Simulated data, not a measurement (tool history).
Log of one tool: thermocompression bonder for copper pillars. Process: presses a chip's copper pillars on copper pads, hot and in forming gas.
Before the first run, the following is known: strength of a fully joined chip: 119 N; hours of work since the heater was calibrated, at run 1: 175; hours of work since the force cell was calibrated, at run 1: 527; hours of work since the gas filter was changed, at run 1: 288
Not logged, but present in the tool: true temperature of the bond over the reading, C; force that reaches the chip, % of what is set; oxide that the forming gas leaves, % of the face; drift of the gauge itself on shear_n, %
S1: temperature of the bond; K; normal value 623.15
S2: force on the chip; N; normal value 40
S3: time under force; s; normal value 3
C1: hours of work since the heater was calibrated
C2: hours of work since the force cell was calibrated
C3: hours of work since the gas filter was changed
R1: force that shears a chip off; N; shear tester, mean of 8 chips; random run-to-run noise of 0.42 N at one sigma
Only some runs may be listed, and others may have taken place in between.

| run | hour | S1 | S2 | S3 | C1 | C2 | C3 | R1 |
|---|---|---|---|---|---|---|---|---|
| 1 | 0.0 | 623.15 | 40 | 3 | 175 | 527 | 288 | 67.6 |
| 2 | 52.6 | 623.15 | 40 | 3 | 216 | 569 | 329 | 67.6 |
| 3 | 81.0 | 623.15 | 40 | 3 | 239 | 591 | 352 | 68.4 |
| 4 | 109.4 | 628.15 | 40 | 3 | 261 | 613 | 374 | 71.1 |
|  | 134.2 | forming gas filter changed |
| 5 | 159.4 | 623.15 | 40 | 3 | 300 | 653 | 20 | 70.1 |
| 6 | 212.4 | 623.15 | 40 | 3 | 342 | 694 | 62 | 70.5 |
| 7 | 249.3 | 623.15 | 40 | 3 | 371 | 724 | 91 | 71.5 |
| 8 | 280.7 | 623.15 | 40 | 3 | 396 | 748 | 116 | 71.0 |
| 9 | 327.6 | 623.15 | 35 | 3 | 433 | 785 | 153 | 65.1 |
| 10 | 364.2 | 623.15 | 32 | 3 | 462 | 814 | 182 | 60.2 |
| 11 | 400.0 | 607.15 | 56 | 3 | 490 | 842 | 210 | 81.8 |
|  | 422.3 | force cell calibrated |
|  | 431.8 | heater calibrated with a thermocouple chip |
| 12 | 441.9 | 607.15 | 56 | 3 | 8 | 14 | 240 | 72.7 |
| 13 | 494.0 | 607.15 | 56 | 3 | 49 | 55 | 281 | 72.9 |
| 14 | 539.4 | 607.15 | 56 | 3 | 85 | 91 | 317 | 73.2 |
| 15 | 564.7 | 621.15 | 54 | 4 | 105 | 111 | 337 | 86.1 |
| 16 | 600.5 | 621.15 | 54 | 4 | 133 | 139 | 365 | 86.3 |
|  | 634.9 | forming gas filter changed |
| 17 | 643.8 | 594.15 | 54 | 7 | 167 | 173 | 7 | 85.5 |

Forecast each of these 5 alternatives for the next run:
| A | 669.5 | 594.15 | 34 | 7 | 187 | 193 | 27 | ? |
| B | 669.5 | 608.15 | 35 | 7 | 187 | 193 | 27 | ? |
| C | 669.5 | 646.15 | 41 | 6 | 187 | 193 | 27 | ? |
| D | 669.5 | 603.15 | 57 | 5 | 187 | 193 | 27 | ? |
| E | 669.5 | 621.15 | 40 | 3 | 187 | 193 | 27 | ? |

| run | R1 |
|---|---|
| A | 59.3 |
| B | 68.9 |
| C | 94.9 |
| D | 86.7 |
| E | 66.3 |
With no hidden state in the tool, these same runs would have given:
| run | R1 |
|---|---|
| A | 56.7 |
| B | 66.2 |
| C | 92.8 |
| D | 84.1 |
| E | 63.8 |
